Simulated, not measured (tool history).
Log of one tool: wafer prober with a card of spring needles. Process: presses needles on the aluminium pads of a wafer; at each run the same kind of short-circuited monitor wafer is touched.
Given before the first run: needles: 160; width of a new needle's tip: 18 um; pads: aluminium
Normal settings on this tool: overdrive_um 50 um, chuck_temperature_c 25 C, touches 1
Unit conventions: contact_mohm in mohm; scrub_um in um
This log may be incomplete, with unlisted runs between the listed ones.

run   hour  overdrive_um  chuck_temperature_c  touches  contact_mohm  scrub_um
  1      0            50                   25        1           299      7.19
  2    9.4            50                   25        1           362      7.18
      19.2  -- tips cleaned on abrasive film
      22.6  -- height of the first contact set anew
  3   22.6            50                   25        1           313      7.02
  4   29.4            50                   25        1           356      7.06
  5   38.5            50                   25        1           391       7.1
      39.2  -- tips cleaned on abrasive film
  6   48.6            50                   25        1           364      7.05
  7   56.9            50                   25        1           389      7.07
      59.4  -- tips cleaned on abrasive film
  8   64.5            50                   25        1           334      7.05
      78.8  -- tips cleaned on abrasive film
  9   78.8            50                   60        1           296      7.02
      88.1  -- height of the first contact set anew, once more
 10   93.1            50                   25        1           367      7.46
      98.8  -- tips cleaned on abrasive film
 11  104.6            50                   25        1           334       7.5
 12  116.6            50                   25        1           369      7.48
     118.2  -- tips cleaned on abrasive film
 13  128.6            50                   28        1           360      7.51
 14  135.3            50                   28        1           376       7.4
     138.3  -- tips cleaned on abrasive film
 15  145.5            50                   25        1           348      7.39
 16  153.7            50                   44        1           375      7.51
     157.8  -- tips cleaned on abrasive film
 17  159.8            50                   44        1           314       7.5
 18  171.6            50                   44        1           373      7.48
     177.9  -- tips cleaned on abrasive film
 19  179.7            45                   51        1           316      6.68
 20  187.9            33                   82        3           360      4.89
     197.3  -- tips cleaned on abrasive film
 21  199.9            35                   40        1           350      5.18
 22  211.9            43                   53        2           363      6.35
     217.4  -- tips cleaned on abrasive film
 23  226.1            43                   53        2           349      6.35
     237.4  -- tips cleaned on abrasive film
 24  238.6            43                   60        1           324      6.35
 25  252.3            50                   26        2           339      7.45
     257.5  -- tips cleaned on abrasive film
 26  263.7            50                   29        1           336      7.38
 27    275            31                   79        1           528      4.52
       278  -- tips cleaned on abrasive film
 28    287            47                   50        1           370      6.88
 29    296            50                   33        1           382      7.37
     297.8  -- tips cleaned on abrasive film
 30  309.8            50                  115        1           382      7.39
     317.7  -- tips cleaned on abrasive film
 31  317.9            66                   76        1           300      9.68
 32  323.9            35                   30        2           363       5.1
 33  334.9            50                  110        2           364      7.32

What if the next run were any one of these 3? Each begins from the tool's condition after run 33:
     338.2  -- tips cleaned on abrasive film
  A  345.6            32                   36        2             ?         ?
     338.2  -- tips cleaned on abrasive film
  B  345.6            42                  100        1             ?         ?
     338.2  -- tips cleaned on abrasive film
  C  345.6            50                  110        1             ?         ?

run  contact_mohm  scrub_um
  A           384      4.66
  B           394      6.14
  C           362       7.4
Had the tool no hidden state, the same runs would have come out as:
run  contact_mohm  scrub_um
  A           291      4.81
  B           309      6.29
  C           302      7.54
